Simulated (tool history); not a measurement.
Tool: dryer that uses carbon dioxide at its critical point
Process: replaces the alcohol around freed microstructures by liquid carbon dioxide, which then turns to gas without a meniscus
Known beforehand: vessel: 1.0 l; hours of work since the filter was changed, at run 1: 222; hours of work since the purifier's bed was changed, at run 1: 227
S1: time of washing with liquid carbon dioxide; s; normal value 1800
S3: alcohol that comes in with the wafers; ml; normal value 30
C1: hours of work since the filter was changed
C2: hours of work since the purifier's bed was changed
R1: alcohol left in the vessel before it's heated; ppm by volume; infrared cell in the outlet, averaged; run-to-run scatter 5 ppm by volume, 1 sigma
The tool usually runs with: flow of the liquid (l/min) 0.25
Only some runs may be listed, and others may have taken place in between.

{"run": 1, "hour": 0.0, "S1": 1800, "flow of the liquid (l/min)": 0.25, "S3": 30, "C1": 222, "C2": 227, "R1": 121}
{"run": 2, "hour": 17.0, "S1": 1800, "flow of the liquid (l/min)": 0.25, "S3": 30, "C1": 236, "C2": 240, "R1": 123}
{"run": 3, "hour": 37.2, "S1": 1800, "flow of the liquid (l/min)": 0.25, "S3": 30, "C1": 252, "C2": 256, "R1": 124}
{"run": 4, "hour": 57.2, "S1": 1800, "flow of the liquid (l/min)": 0.25, "S3": 30, "C1": 267, "C2": 271, "R1": 139}
{"run": 5, "hour": 72.8, "S1": 1800, "flow of the liquid (l/min)": 0.25, "S3": 30, "C1": 280, "C2": 284, "R1": 139}
{"run": 6, "hour": 92.2, "S1": 1800, "flow of the liquid (l/min)": 0.255, "S3": 44, "C1": 295, "C2": 299, "R1": 162}
{"run": 7, "hour": 102.6, "S1": 1800, "flow of the liquid (l/min)": 0.31, "S3": 74, "C1": 303, "C2": 307, "R1": 116}
{"run": 8, "hour": 112.7, "S1": 1680, "flow of the liquid (l/min)": 0.311, "S3": 74, "C1": 311, "C2": 315, "R1": 138}
{"run": 9, "hour": 125.2, "S1": 1680, "flow of the liquid (l/min)": 0.311, "S3": 74, "C1": 321, "C2": 325, "R1": 150}
{"run": 10, "hour": 139.3, "S1": 1680, "flow of the liquid (l/min)": 0.311, "S3": 74, "C1": 332, "C2": 336, "R1": 151}

A few steps of R1 between consecutive runs. Split each: what settings, incoming material and random variation would produce without the hidden state, and what is left over for the hidden state, along with gauge scatter present in only one of the two compared results (measured, and without hidden state):
Hidden state present: flow that reaches the vessel past the clogged filter, %; alcohol in the recycled carbon dioxide, ppm; drift of the gauge itself on alcohol_ppm, %.
Run 6 -> 7: flow of the liquid (l/min) 0.255 -> 0.31, S3 44 -> 74. R1 -46 ppm by volume: hidden state -11, all else -35.
